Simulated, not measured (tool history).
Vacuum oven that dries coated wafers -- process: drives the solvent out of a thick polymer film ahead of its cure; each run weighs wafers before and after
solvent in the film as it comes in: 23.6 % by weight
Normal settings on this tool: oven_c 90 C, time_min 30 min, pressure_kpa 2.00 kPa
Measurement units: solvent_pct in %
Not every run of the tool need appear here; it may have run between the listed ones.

run 1 hour=0.0 | oven_c=90 time_min=30 pressure_kpa=2.00 | solvent_pct=3.18
run 2 hour=17.2 | oven_c=90 time_min=30 pressure_kpa=2.00 | solvent_pct=3.04
run 3 hour=34.5 | oven_c=90 time_min=30 pressure_kpa=2.00 | solvent_pct=3.14
run 4 hour=57.4 | oven_c=90 time_min=29 pressure_kpa=2.00 | solvent_pct=3.44
run 5 hour=85.3 | oven_c=90 time_min=30 pressure_kpa=2.00 | solvent_pct=3.10
run 6 hour=113.2 | oven_c=90 time_min=30 pressure_kpa=1.95 | solvent_pct=3.08
run 7 hour=145.2 | oven_c=86 time_min=30 pressure_kpa=2.00 | solvent_pct=4.69
run 8 hour=169.5 | oven_c=86 time_min=30 pressure_kpa=2.00 | solvent_pct=4.83
run 9 hour=192.5 | oven_c=82 time_min=30 pressure_kpa=2.00 | solvent_pct=6.49
run 10 hour=211.9 | oven_c=82 time_min=30 pressure_kpa=2.00 | solvent_pct=6.49
run 11 hour=226.6 | oven_c=90 time_min=30 pressure_kpa=1.16 | solvent_pct=2.89
run 12 hour=243.1 | oven_c=90 time_min=30 pressure_kpa=1.16 | solvent_pct=2.93
run 13 hour=275.9 | oven_c=90 time_min=30 pressure_kpa=2.00 | solvent_pct=3.08
run 14 hour=292.9 | oven_c=90 time_min=30 pressure_kpa=2.00 | solvent_pct=3.06
run 15 hour=324.3 | oven_c=90 time_min=30 pressure_kpa=2.00 | solvent_pct=3.02
run 16 hour=343.2 | oven_c=90 time_min=30 pressure_kpa=2.00 | solvent_pct=3.03
run 17 hour=365.6 | oven_c=90 time_min=30 pressure_kpa=2.00 | solvent_pct=3.06
run 18 hour=387.8 | oven_c=90 time_min=30 pressure_kpa=2.00 | solvent_pct=3.00
run 19 hour=404.9 | oven_c=90 time_min=30 pressure_kpa=2.00 | solvent_pct=3.05
run 20 hour=436.6 | oven_c=85 time_min=31 pressure_kpa=6.80 | solvent_pct=5.95
run 21 hour=460.5 | oven_c=85 time_min=31 pressure_kpa=6.80 | solvent_pct=6.05
run 22 hour=491.7 | oven_c=85 time_min=31 pressure_kpa=6.80 | solvent_pct=6.04
run 23 hour=515.8 | oven_c=96 time_min=31 pressure_kpa=5.12 | solvent_pct=1.76
run 24 hour=534.5 | oven_c=96 time_min=31 pressure_kpa=5.12 | solvent_pct=1.75
run 25 hour=565.7 | oven_c=90 time_min=17 pressure_kpa=4.77 | solvent_pct=7.08
run 26 hour=584.2 | oven_c=101 time_min=23 pressure_kpa=6.25 | solvent_pct=1.77
run 27 hour=616.6 | oven_c=78 time_min=39 pressure_kpa=6.79 | solvent_pct=7.78
run 28 hour=643.3 | oven_c=86 time_min=27 pressure_kpa=6.63 | solvent_pct=6.18
run 29 hour=658.0 | oven_c=90 time_min=30 pressure_kpa=3.28 | solvent_pct=3.17
run 30 hour=684.5 | oven_c=87 time_min=30 pressure_kpa=2.00 | solvent_pct=4.03
run 31 hour=714.2 | oven_c=87 time_min=30 pressure_kpa=2.00 | solvent_pct=4.03
run 32 hour=736.0 | oven_c=87 time_min=20 pressure_kpa=3.06 | solvent_pct=6.82
run 33 hour=759.0 | oven_c=87 time_min=20 pressure_kpa=3.06 | solvent_pct=6.74

What would each run have given without the hidden state, its run-to-run variation left as it was?
The tool's hidden condition here consists of: true wafer temperature over the reading, C; true pressure over the reading, kPa; drift of the gauge itself on solvent_pct, %.
run=1 solvent_pct=3.20
run=2 solvent_pct=3.07
run=3 solvent_pct=3.17
run=4 solvent_pct=3.48
run=5 solvent_pct=3.14
run=6 solvent_pct=3.13
run=7 solvent_pct=4.77
run=8 solvent_pct=4.92
run=9 solvent_pct=6.60
run=10 solvent_pct=6.61
run=11 solvent_pct=2.98
run=12 solvent_pct=3.03
run=13 solvent_pct=3.18
run=14 solvent_pct=3.17
run=15 solvent_pct=3.14
run=16 solvent_pct=3.16
run=17 solvent_pct=3.19
run=18 solvent_pct=3.14
run=19 solvent_pct=3.19
run=20 solvent_pct=6.16
run=21 solvent_pct=6.26
run=22 solvent_pct=6.27
run=23 solvent_pct=1.86
run=24 solvent_pct=1.85
run=25 solvent_pct=7.35
run=26 solvent_pct=1.87
run=27 solvent_pct=8.08
run=28 solvent_pct=6.48
run=29 solvent_pct=3.40
run=30 solvent_pct=4.30
run=31 solvent_pct=4.31
run=32 solvent_pct=7.16
run=33 solvent_pct=7.09
